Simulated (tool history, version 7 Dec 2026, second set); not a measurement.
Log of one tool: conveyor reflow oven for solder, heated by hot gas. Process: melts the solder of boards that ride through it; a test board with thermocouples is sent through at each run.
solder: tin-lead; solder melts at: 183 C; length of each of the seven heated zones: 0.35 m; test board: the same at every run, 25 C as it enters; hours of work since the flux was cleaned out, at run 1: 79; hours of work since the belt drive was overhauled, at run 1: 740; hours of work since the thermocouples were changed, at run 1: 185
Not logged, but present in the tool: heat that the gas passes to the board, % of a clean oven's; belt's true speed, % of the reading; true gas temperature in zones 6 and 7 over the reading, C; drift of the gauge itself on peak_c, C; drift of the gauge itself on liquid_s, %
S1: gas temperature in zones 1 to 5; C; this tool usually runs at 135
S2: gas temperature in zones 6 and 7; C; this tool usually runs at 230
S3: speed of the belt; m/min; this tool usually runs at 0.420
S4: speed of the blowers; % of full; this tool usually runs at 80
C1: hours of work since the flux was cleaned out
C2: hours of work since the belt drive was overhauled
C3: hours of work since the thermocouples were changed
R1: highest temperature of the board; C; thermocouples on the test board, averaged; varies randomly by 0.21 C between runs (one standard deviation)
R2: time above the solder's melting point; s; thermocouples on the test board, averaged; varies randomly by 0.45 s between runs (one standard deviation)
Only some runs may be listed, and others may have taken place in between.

run 1 hour=0.0 | S1=135 S2=230 S3=0.420 S4=80 | C1=79 C2=740 C3=185 | R1=220.1 R2=79.8
run 2 hour=46.8 | S1=135 S2=230 S3=0.420 S4=80 | C1=99 C2=760 C3=206 | R1=220.2 R2=80.6
run 3 hour=80.5 | S1=125 S2=230 S3=0.420 S4=80 | C1=114 C2=775 C3=220 | R1=218.8 R2=74.3
run 4 hour=116.5 | S1=122 S2=230 S3=0.420 S4=80 | C1=129 C2=791 C3=236 | R1=218.4 R2=73.6
run 5 hour=146.0 | S1=122 S2=230 S3=0.420 S4=80 | C1=142 C2=804 C3=249 | R1=219.0 R2=73.9
run 6 hour=196.6 | S1=122 S2=230 S3=0.420 S4=80 | C1=164 C2=826 C3=271 | R1=218.1 R2=73.2
run 7 hour=219.8 | S1=122 S2=230 S3=0.420 S4=80 | C1=175 C2=836 C3=281 | R1=217.8 R2=73.0
run 8 hour=245.9 | S1=135 S2=230 S3=0.420 S4=60 | C1=186 C2=847 C3=292 | R1=216.6 R2=75.6
run 9 hour=275.3 | S1=135 S2=222 S3=0.420 S4=80 | C1=199 C2=860 C3=305 | R1=211.9 R2=72.6
run 10 hour=303.8 | S1=135 S2=230 S3=0.413 S4=80 | C1=211 C2=872 C3=318 | R1=220.2 R2=81.6
-- hour=315.3 flux residue cleaned out of gas plates and filters
run 11 hour=333.4 | S1=135 S2=230 S3=0.413 S4=80 | C1=8 C2=883 C3=328 | R1=221.4 R2=83.2
run 12 hour=356.1 | S1=135 S2=230 S3=0.413 S4=80 | C1=18 C2=893 C3=338 | R1=221.2 R2=84.3
run 13 hour=399.8 | S1=135 S2=230 S3=0.413 S4=80 | C1=37 C2=912 C3=357 | R1=221.0 R2=83.0
-- hour=427.2 belt drive overhauled, speed set with a stopwatch
run 14 hour=455.7 | S1=135 S2=230 S3=0.413 S4=80 | C1=59 C2=12 C3=380 | R1=221.2 R2=85.0
run 15 hour=497.1 | S1=135 S2=230 S3=0.413 S4=80 | C1=78 C2=30 C3=398 | R1=221.1 R2=84.4
run 16 hour=550.8 | S1=135 S2=230 S3=0.413 S4=80 | C1=101 C2=54 C3=421 | R1=221.3 R2=84.3
run 17 hour=575.3 | S1=135 S2=230 S3=0.378 S4=77 | C1=112 C2=65 C3=432 | R1=222.8 R2=94.1
-- hour=596.2 belt drive overhauled, speed set with a stopwatch, once more
run 18 hour=630.9 | S1=136 S2=230 S3=0.420 S4=82 | C1=134 C2=15 C3=455 | R1=220.0 R2=79.2
run 19 hour=681.4 | S1=128 S2=231 S3=0.383 S4=76 | C1=156 C2=37 C3=477 | R1=221.4 R2=85.2
run 20 hour=726.0 | S1=126 S2=242 S3=0.451 S4=60 | C1=176 C2=57 C3=496 | R1=222.9 R2=70.9
run 21 hour=780.5 | S1=123 S2=231 S3=0.378 S4=80 | C1=199 C2=80 C3=520 | R1=221.5 R2=83.7
-- hour=815.9 flux residue cleaned out of gas plates and filters
run 22 hour=815.9 | S1=133 S2=231 S3=0.378 S4=80 | C1=0 C2=94 C3=533 | R1=223.9 R2=91.2
run 23 hour=855.8 | S1=133 S2=231 S3=0.378 S4=80 | C1=17 C2=111 C3=551 | R1=223.8 R2=90.6
run 24 hour=889.6 | S1=145 S2=229 S3=0.353 S4=88 | C1=32 C2=126 C3=565 | R1=225.1 R2=104.3
run 25 hour=923.4 | S1=144 S2=220 S3=0.446 S4=88 | C1=47 C2=141 C3=580 | R1=211.8 R2=71.2
run 26 hour=975.6 | S1=132 S2=233 S3=0.363 S4=80 | C1=70 C2=163 C3=603 | R1=226.4 R2=96.5
run 27 hour=1004.7 | S1=135 S2=230 S3=0.419 S4=72 | C1=82 C2=176 C3=615 | R1=219.5 R2=79.1
run 28 hour=1036.3 | S1=149 S2=228 S3=0.419 S4=72 | C1=96 C2=190 C3=629 | R1=219.7 R2=83.9

5 ways to go on from here, each from the tool as it stands after run 28. What would each give?
run A hour=1068.0 | S1=135 S2=230 S3=0.366 S4=80 | C1=110 C2=204 C3=643 | R1=? R2=?
run B hour=1068.0 | S1=135 S2=233 S3=0.420 S4=80 | C1=110 C2=204 C3=643 | R1=? R2=?
run C hour=1068.0 | S1=149 S2=228 S3=0.419 S4=69 | C1=110 C2=204 C3=643 | R1=? R2=?
run D hour=1068.0 | S1=124 S2=232 S3=0.419 S4=63 | C1=110 C2=204 C3=643 | R1=? R2=?
run E hour=1068.0 | S1=127 S2=230 S3=0.438 S4=61 | C1=110 C2=204 C3=643 | R1=? R2=?

run=A R1=223.5 R2=94.6
run=B R1=222.9 R2=81.6
run=C R1=218.6 R2=84.2
run=D R1=217.9 R2=72.6
run=E R1=214.9 R2=65.6
Take away the tool's hidden state, keep each run's random variation, and the runs would have read:
run=A R1=223.1 R2=93.9
run=B R1=222.7 R2=81.1
run=C R1=218.2 R2=83.5
run=D R1=217.7 R2=72.1
run=E R1=214.7 R2=65.2
